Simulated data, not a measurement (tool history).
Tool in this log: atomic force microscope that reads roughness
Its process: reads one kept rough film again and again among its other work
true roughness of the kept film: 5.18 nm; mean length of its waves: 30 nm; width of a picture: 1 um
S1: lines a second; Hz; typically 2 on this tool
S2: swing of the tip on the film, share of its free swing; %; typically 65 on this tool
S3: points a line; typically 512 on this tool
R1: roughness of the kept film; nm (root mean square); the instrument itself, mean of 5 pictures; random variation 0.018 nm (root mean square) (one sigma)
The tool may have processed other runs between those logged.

run    hour    S1  S2   S3     R1
  1       0     2  65  512  4.418
  2    27.9     2  65  512  4.047
  3    66.3     2  65  842  3.586
       89.6  -- new tip fitted
  4      90     2  72  512  4.306
  5   119.3     2  59  512  4.046
  6   139.7  3.21  65  512  3.633
  7   178.1  3.21  65  512  3.223
      182.4  -- new tip fitted
  8   218.3  3.21  65  512  3.747
  9   251.3  3.21  65  512   3.39
      273.2  -- new tip fitted
 10   278.3  3.21  65  512  4.217
 11   310.8  3.21  65  512  3.819
 12     342     2  65  512  3.591
      364.3  -- new tip fitted
 13   382.5     2  65  512  4.129
 14   426.4     2  65  512  3.632
 15   452.9     2  65  512  3.347
      456.5  -- new tip fitted
 16   480.3     2  65  512  4.065
 17   517.6     2  65  512  3.602
 18   544.9     2  65  512  3.343
      548.4  -- new tip fitted
 19   564.9     2  65  512  4.135
 20   602.4     2  60  512  3.772
      638.4  -- new tip fitted
 21   646.1     2  60  512  4.386
 22   684.4     2  65  512  3.802
 23     714     2  65  512  3.501
      728.6  -- new tip fitted
 24   740.9     2  65  428  4.211
 25   761.9     2  65  428  3.936
 26   802.2     2  65  428  3.503
      820.3  -- new tip fitted
 27   831.7     2  65  428  4.248
 28   875.2     2  63  848  3.803
      913.2  -- new tip fitted
 29   919.2  2.22  77  512  4.075
 30   958.7  1.05  64  520  3.868
 31   987.4     2  65  622  3.439
     1004.8  -- new tip fitted
 32  1028.9  0.93  84  481  3.996
 33  1057.7  1.49  63  307  3.723
     1094.7  -- new tip fitted
 34  1094.7  1.49  63  307  4.444
 35  1122.4  0.85  63  546   4.07
 36  1150.1  3.02  65  715  3.582
     1186.2  -- new tip fitted
 37  1194.4     2  70  512  4.236
 38  1219.7  1.56  65  512  4.018
 39  1255.4  1.56  65  512  3.601
     1278.4  -- new tip fitted
 40  1295.1  0.63  65  343  4.337
 41  1315.3  2.04  89  343  3.435
 42  1338.9  2.04  89  343  3.206
 43  1359.8  2.04  89  343   3.05
     1369.7  -- new tip fitted
 44  1389.8  2.04  89  343  3.583
 45    1433  2.04  89  293  3.105
     1459.8  -- new tip fitted
 46  1468.7  0.55  86  259  4.255
 47  1500.6  0.55  86  259  3.817
 48  1523.8  2.07  77  833   3.41
     1550.5  -- new tip fitted
 49  1558.3  0.59  80  504  4.362
 50  1584.7     2  61  884  4.001
 51  1607.4  0.71  57  465  3.846
     1641.6  -- new tip fitted
 52    1645  0.71  57  465  4.586

Here are 4 independent what-if runs from the current tool condition. What would each one return?
  A  1676.2     2  68  476   ?
  B  1676.2     2  66  638   ?
  C  1676.2     2  76  512   ?
  D  1676.2  1.87  57  790   ?

run     R1
  A  3.919
  B  3.947
  C  3.806
  D   4.03
With the hidden condition removed and each run's random variation left untouched, the same runs would have given:
run     R1
  A  4.349
  B  4.379
  C  4.222
  D  4.472

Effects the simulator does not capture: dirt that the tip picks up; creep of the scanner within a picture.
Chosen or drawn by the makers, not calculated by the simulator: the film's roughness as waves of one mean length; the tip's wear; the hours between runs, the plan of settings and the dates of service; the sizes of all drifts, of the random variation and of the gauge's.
